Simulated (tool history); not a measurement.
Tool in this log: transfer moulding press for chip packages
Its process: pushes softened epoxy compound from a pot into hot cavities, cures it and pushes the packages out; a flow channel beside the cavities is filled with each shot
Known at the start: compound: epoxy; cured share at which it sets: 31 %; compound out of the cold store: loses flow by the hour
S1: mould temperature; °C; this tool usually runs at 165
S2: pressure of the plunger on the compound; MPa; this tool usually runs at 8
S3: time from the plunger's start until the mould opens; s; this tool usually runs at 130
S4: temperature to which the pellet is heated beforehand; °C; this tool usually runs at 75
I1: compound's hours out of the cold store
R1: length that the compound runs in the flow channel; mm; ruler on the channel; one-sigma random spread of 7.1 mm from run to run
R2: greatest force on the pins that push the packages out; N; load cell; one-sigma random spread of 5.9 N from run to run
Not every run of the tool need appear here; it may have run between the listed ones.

{"run": 1, "hour": 0.0, "S1": 165, "S2": 8, "S3": 130, "S4": 75, "I1": 26.5, "R1": 824, "R2": 276}
{"run": 2, "hour": 11.0, "S1": 165, "S2": 8, "S3": 130, "S4": 75, "I1": 38.7, "R1": 797, "R2": 317}
{"run": 3, "hour": 22.1, "S1": 165, "S2": 8, "S3": 130, "S4": 75, "I1": 32.8, "R1": 813, "R2": 332}
{"run": 4, "hour": 27.6, "S1": 165, "S2": 8, "S3": 130, "S4": 75, "I1": 28.7, "R1": 820, "R2": 331}
{"run": 5, "hour": 36.2, "S1": 165, "S2": 8, "S3": 130, "S4": 73, "I1": 20.9, "R1": 839, "R2": 356}
{"run": 6, "hour": 43.1, "S1": 165, "S2": 8, "S3": 130, "S4": 73, "I1": 46.8, "R1": 766, "R2": 353}
{"run": 7, "hour": 53.3, "S1": 165, "S2": 8, "S3": 130, "S4": 73, "I1": 37.9, "R1": 795, "R2": 367}
{"run": 8, "hour": 64.5, "S1": 165, "S2": 8, "S3": 130, "S4": 73, "I1": 21.8, "R1": 825, "R2": 383}
{"run": 9, "hour": 75.6, "S1": 165, "S2": 8, "S3": 127, "S4": 75, "I1": 40.2, "R1": 795, "R2": 417}
{"run": 10, "hour": 81.9, "S1": 165, "S2": 8, "S3": 127, "S4": 75, "I1": 12.1, "R1": 837, "R2": 399}
{"run": 11, "hour": 86.6, "S1": 165, "S2": 8, "S3": 127, "S4": 75, "I1": 26.6, "R1": 816, "R2": 401}
{"run": 12, "hour": 94.0, "S1": 165, "S2": 8, "S3": 127, "S4": 75, "I1": 46.9, "R1": 792, "R2": 386}
{"hour": 100.0, "done": "cavities cleaned with cleaning compound and waxed"}
{"run": 13, "hour": 101.7, "S1": 165, "S2": 8, "S3": 130, "S4": 75, "I1": 42.7, "R1": 779, "R2": 237}
{"run": 14, "hour": 112.5, "S1": 165, "S2": 8, "S3": 143, "S4": 75, "I1": 16.4, "R1": 827, "R2": 251}
{"run": 15, "hour": 122.5, "S1": 165, "S2": 8, "S3": 143, "S4": 75, "I1": 38.6, "R1": 789, "R2": 275}
{"run": 16, "hour": 133.5, "S1": 165, "S2": 8, "S3": 143, "S4": 75, "I1": 34.5, "R1": 793, "R2": 304}
{"run": 17, "hour": 144.3, "S1": 165, "S2": 9.81, "S3": 154, "S4": 75, "I1": 45.3, "R1": 852, "R2": 302}
{"run": 18, "hour": 154.8, "S1": 165, "S2": 9.81, "S3": 154, "S4": 75, "I1": 23.9, "R1": 891, "R2": 302}
{"run": 19, "hour": 159.3, "S1": 169, "S2": 9.81, "S3": 131, "S4": 75, "I1": 39.6, "R1": 859, "R2": 321}
{"run": 20, "hour": 168.1, "S1": 165, "S2": 8.16, "S3": 140, "S4": 79, "I1": 12.9, "R1": 822, "R2": 358}
{"run": 21, "hour": 175.4, "S1": 157, "S2": 8, "S3": 141, "S4": 75, "I1": 13.3, "R1": 862, "R2": 545}
{"run": 22, "hour": 186.3, "S1": 157, "S2": 8, "S3": 141, "S4": 75, "I1": 16.4, "R1": 843, "R2": 552}
{"run": 23, "hour": 191.7, "S1": 165, "S2": 8, "S3": 166, "S4": 67, "I1": 41.8, "R1": 778, "R2": 317}
{"run": 24, "hour": 201.6, "S1": 159, "S2": 9.43, "S3": 147, "S4": 75, "I1": 29.7, "R1": 878, "R2": 422}
{"hour": 210.2, "done": "cavities cleaned with cleaning compound and waxed"}
{"run": 25, "hour": 213.5, "S1": 159, "S2": 9.43, "S3": 147, "S4": 75, "I1": 9.2, "R1": 923, "R2": 283}
{"run": 26, "hour": 221.4, "S1": 159, "S2": 8.63, "S3": 147, "S4": 75, "I1": 26.8, "R1": 855, "R2": 318}
{"run": 27, "hour": 229.6, "S1": 161, "S2": 7.62, "S3": 123, "S4": 75, "I1": 43.6, "R1": 774, "R2": 404}
{"run": 28, "hour": 235.3, "S1": 161, "S2": 7.62, "S3": 123, "S4": 75, "I1": 30.9, "R1": 789, "R2": 457}

Consider 5 possible next runs. They are alternatives, not a sequence: every one starts from the tool as it was left by run 28. What does each give?
{"run": "A", "hour": 242.6, "S1": 161, "S2": 7.62, "S3": 155, "S4": 66, "I1": 46.8, "R1": "?", "R2": "?"}
{"run": "B", "hour": 242.6, "S1": 159, "S2": 7.4, "S3": 130, "S4": 76, "I1": 36.6, "R1": "?", "R2": "?"}
{"run": "C", "hour": 242.6, "S1": 161, "S2": 7.62, "S3": 123, "S4": 68, "I1": 24.8, "R1": "?", "R2": "?"}
{"run": "D", "hour": 242.6, "S1": 165, "S2": 8, "S3": 156, "S4": 75, "I1": 24, "R1": "?", "R2": "?"}
{"run": "E", "hour": 242.6, "S1": 160, "S2": 8, "S3": 161, "S4": 79, "I1": 11.8, "R1": "?", "R2": "?"}

run=A R1=747 R2=334
run=B R1=770 R2=478
run=C R1=784 R2=479
run=D R1=798 R2=288
run=E R1=850 R2=326
Without the tool's hidden state the same runs would have given:
run=A R1=783 R2=216
run=B R1=807 R2=310
run=C R1=822 R2=313
run=D R1=836 R2=187
run=E R1=890 R2=213
